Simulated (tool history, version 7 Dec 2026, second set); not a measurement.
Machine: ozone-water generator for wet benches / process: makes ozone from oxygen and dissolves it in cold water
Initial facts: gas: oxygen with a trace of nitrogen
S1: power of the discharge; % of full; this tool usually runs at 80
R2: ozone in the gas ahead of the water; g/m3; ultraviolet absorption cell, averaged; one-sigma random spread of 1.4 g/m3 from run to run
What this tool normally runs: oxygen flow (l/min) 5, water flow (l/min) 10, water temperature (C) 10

Run 1, hour 0: usual settings. Result: dissolved ozone (ppm) 31.9, R2 253.8 g/m3.
Run 2, hour 49.2: usual settings. Result: dissolved ozone (ppm) 32.3, R2 254.4 g/m3.
Run 3, hour 86.9: usual settings. Result: dissolved ozone (ppm) 31.7, R2 254.7 g/m3.
Run 4, hour 146.4: usual settings. Result: dissolved ozone (ppm) 31.9, R2 252.4 g/m3.
Run 5, hour 209.4: usual settings but water temperature (C) 12. Result: dissolved ozone (ppm) 30.4, R2 254 g/m3.
Run 6, hour 270.1: usual settings but S1 63 % of full. Result: dissolved ozone (ppm) 25.7, R2 202.6 g/m3.
Run 7, hour 335.2: usual settings but S1 63 % of full, water flow (l/min) 6. Result: dissolved ozone (ppm) 34.9, R2 204.3 g/m3.
Run 8, hour 399.8: usual settings but S1 63 % of full, water flow (l/min) 6. Result: dissolved ozone (ppm) 34.5, R2 204.3 g/m3.
Run 9, hour 469.2: usual settings but S1 63 % of full, water flow (l/min) 6, water temperature (C) 7. Result: dissolved ozone (ppm) 36.5, R2 203.2 g/m3.
Run 10, hour 525.1: usual settings but S1 63 % of full, water flow (l/min) 6, water temperature (C) 8. Result: dissolved ozone (ppm) 35.9, R2 204.2 g/m3.
Run 11, hour 565.6: usual settings but S1 63 % of full, water flow (l/min) 6, water temperature (C) 8. Result: dissolved ozone (ppm) 36, R2 205.1 g/m3.
Run 12, hour 624.1: usual settings but S1 63 % of full, water flow (l/min) 6, water temperature (C) 8. Result: dissolved ozone (ppm) 36.1, R2 203.4 g/m3.
Run 13, hour 671.2: usual settings but S1 63 % of full, water flow (l/min) 6, water temperature (C) 8. Result: dissolved ozone (ppm) 35.5, R2 202 g/m3.
Run 14, hour 717.2: usual settings but S1 63 % of full, water flow (l/min) 6, water temperature (C) 8. Result: dissolved ozone (ppm) 35.8, R2 201.4 g/m3.
Run 15, hour 751.1: usual settings but S1 58 % of full. Result: dissolved ozone (ppm) 23.5, R2 188.3 g/m3.
Run 16, hour 803.4: usual settings but S1 58 % of full. Result: dissolved ozone (ppm) 23.2, R2 190.6 g/m3.
Run 17, hour 873.7: usual settings but S1 64 % of full, oxygen flow (l/min) 5.32, water flow (l/min) 11, water temperature (C) 5. Result: dissolved ozone (ppm) 26.1, R2 200.1 g/m3.
Run 18, hour 911.5: usual settings but S1 63 % of full, oxygen flow (l/min) 5.19, water flow (l/min) 8, water temperature (C) 7. Result: dissolved ozone (ppm) 30.4, R2 200.2 g/m3.
Run 19, hour 949.8: usual settings but S1 56 % of full, oxygen flow (l/min) 5.97, water flow (l/min) 8, water temperature (C) 7. Result: dissolved ozone (ppm) 27.6, R2 168.5 g/m3.
Run 20, hour 995.6: usual settings but S1 56 % of full, oxygen flow (l/min) 7.76, water flow (l/min) 13, water temperature (C) 7. Result: dissolved ozone (ppm) 20, R2 151.4 g/m3.
Run 21, hour 1064.8: usual settings but S1 89 % of full, water flow (l/min) 14. Result: dissolved ozone (ppm) 26, R2 270.4 g/m3.
Run 22, hour 1103.4: usual settings but S1 89 % of full, water flow (l/min) 14. Result: dissolved ozone (ppm) 26.3, R2 270.3 g/m3.
Run 23, hour 1170.5: usual settings but S1 54 % of full, water flow (l/min) 8, water temperature (C) 7. Result: dissolved ozone (ppm) 26.4, R2 178.9 g/m3.
At hour 1200: water thermometer calibrated.
Run 24, hour 1221.4: usual settings but S1 54 % of full, water flow (l/min) 7, water temperature (C) 15. Result: dissolved ozone (ppm) 24.4, R2 176.8 g/m3.
Run 25, hour 1258: usual settings but S1 74 % of full. Result: dissolved ozone (ppm) 28.8, R2 232.6 g/m3.
Run 26, hour 1330.8: usual settings but S1 45 % of full, water temperature (C) 12. Result: dissolved ozone (ppm) 17.9, R2 149.8 g/m3.
Run 27, hour 1384.2: usual settings but S1 62 % of full, oxygen flow (l/min) 4.28, water flow (l/min) 12, water temperature (C) 18. Result: dissolved ozone (ppm) 18.6, R2 212.6 g/m3.
Run 28, hour 1449.3: usual settings but S1 62 % of full, oxygen flow (l/min) 4.28, water flow (l/min) 12, water temperature (C) 18. Result: dissolved ozone (ppm) 18.9, R2 212.6 g/m3.
Run 29, hour 1519.4: usual settings but oxygen flow (l/min) 2.64, water flow (l/min) 9. Result: dissolved ozone (ppm) 31.1, R2 329.8 g/m3.
Run 30, hour 1589.1: usual settings but oxygen flow (l/min) 4.74, water flow (l/min) 9, water temperature (C) 5. Result: dissolved ozone (ppm) 35.3, R2 251.9 g/m3.
Run 31, hour 1648.9: usual settings but oxygen flow (l/min) 4.74, water flow (l/min) 9, water temperature (C) 5. Result: dissolved ozone (ppm) 35.5, R2 252.5 g/m3.
Run 32, hour 1705.7: usual settings but S1 44 % of full, oxygen flow (l/min) 3.62, water flow (l/min) 9. Result: dissolved ozone (ppm) 18.9, R2 171.4 g/m3.

Below, each run's measurement less what the same run would have read without the hidden state. Both values contain the same run-to-run variation, but the gauge's scatter may not be the same in both:
Unlogged tool condition in this case: yield of the discharge, % of new electrodes'; contactor's efficiency, % of a clean one's; true water temperature over the reading, C; drift of the gauge itself on ozone_ppm, %; drift of the gauge itself on gas_g_m3, %.
run  dissolved ozone (ppm)     R2
  1                   -3.6   -3.1
  2                   -3.7   -3.3
  3                   -3.6   -3.5
  4                   -3.7   -3.7
  5                   -3.6     -4
  6                     -3   -2.7
  7                   -3.9   -2.9
  8                     -4   -3.2
  9                   -4.3   -3.3
 10                   -4.2   -3.5
 11                   -4.3   -3.7
 12                   -4.4   -3.7
 13                   -4.4   -3.9
 14                   -4.5     -4
 15                   -3.1   -3.5
 16                   -3.1   -3.7
 17                   -3.7   -4.4
 18                   -4.2   -4.5
 19                   -3.7   -3.4
 20                   -2.9   -3.2
 21                   -4.3     -9
 22                   -4.4   -9.2
 23                   -3.8     -4
 24                   -3.4   -4.1
 25                   -4.5   -7.5
 26                   -2.6   -2.9
 27                     -3   -6.1
 28                     -3   -6.4
 29                   -5.2  -12.7
 30                   -6.1  -10.1
 31                   -6.1  -10.3
 32                   -2.9   -3.8
